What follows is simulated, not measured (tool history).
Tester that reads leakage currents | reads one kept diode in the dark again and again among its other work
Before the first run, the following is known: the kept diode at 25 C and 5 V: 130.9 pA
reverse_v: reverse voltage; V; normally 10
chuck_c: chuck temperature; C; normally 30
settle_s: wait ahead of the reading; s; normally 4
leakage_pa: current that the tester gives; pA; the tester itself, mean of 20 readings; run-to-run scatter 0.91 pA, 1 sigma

run	day	reverse_v	chuck_c	settle_s	leakage_pa
1	0	10	30	4	277.04
2	6.554	10	30	4	272.87
3	11.238	10	30	4	273.1
4	14.383	10	30	4	271.01
5	18.596	10	30	4	269.47
6	23.288	10	30	4	268.61
7	26.504	10	30	4	268.03
8	30.904	10	30	0.56	267.45
9	36.3	10	30	0.56	266.1
10	42.142	10	30	0.56	263.74
# day 44.704: chuck's temperature calibrated
11	47.75	10	30	0.56	312.62
12	51.533	10	30	0.56	309.5
13	56.771	10	20	4	131.9
14	63.65	10	20	4	131.03
15	66.562	10	20	4	130.57
16	70.283	10	26	4.17	215.46
17	75.196	4	30	4	171.43
18	78.692	4	30	4	171.8
19	83.817	4	30	4	169.21
20	90.538	10	29	6.08	269.58
21	96.329	10	29	6.08	268.05
# day 99.417: tester calibrated
22	101.975	10	29	6.08	269.39
23	107.608	6.2	30	4	217.53
24	113.983	10	59	4	2603.94
25	119.017	3.4	25	0.36	99.54
26	125.783	3.3	25	1.78	95.13
# day 128.012: probe card cleaned and baked
27	129.038	3.3	25	1.78	92.46
28	133.317	1.1	49	0.65	334
29	138.754	4	48	0.65	659.4
30	144.65	1.8	52	3.81	546.39

Forecast each of these 5 alternatives for the next run:
A	149.829	2.4	52	3.81	?
B	149.829	7.4	45	0.59	?
C	149.829	1.1	30	4	?
D	149.829	10	28	1.26	?
E	149.829	1.2	20	4	?

run	leakage_pa
A	642.92
B	747.36
C	71.55
D	225.27
E	31.56
Take away the tool's hidden state, keep each run's random variation, and the runs would have read:
run	leakage_pa
A	720.34
B	840.91
C	81.43
D	256.11
E	36.16
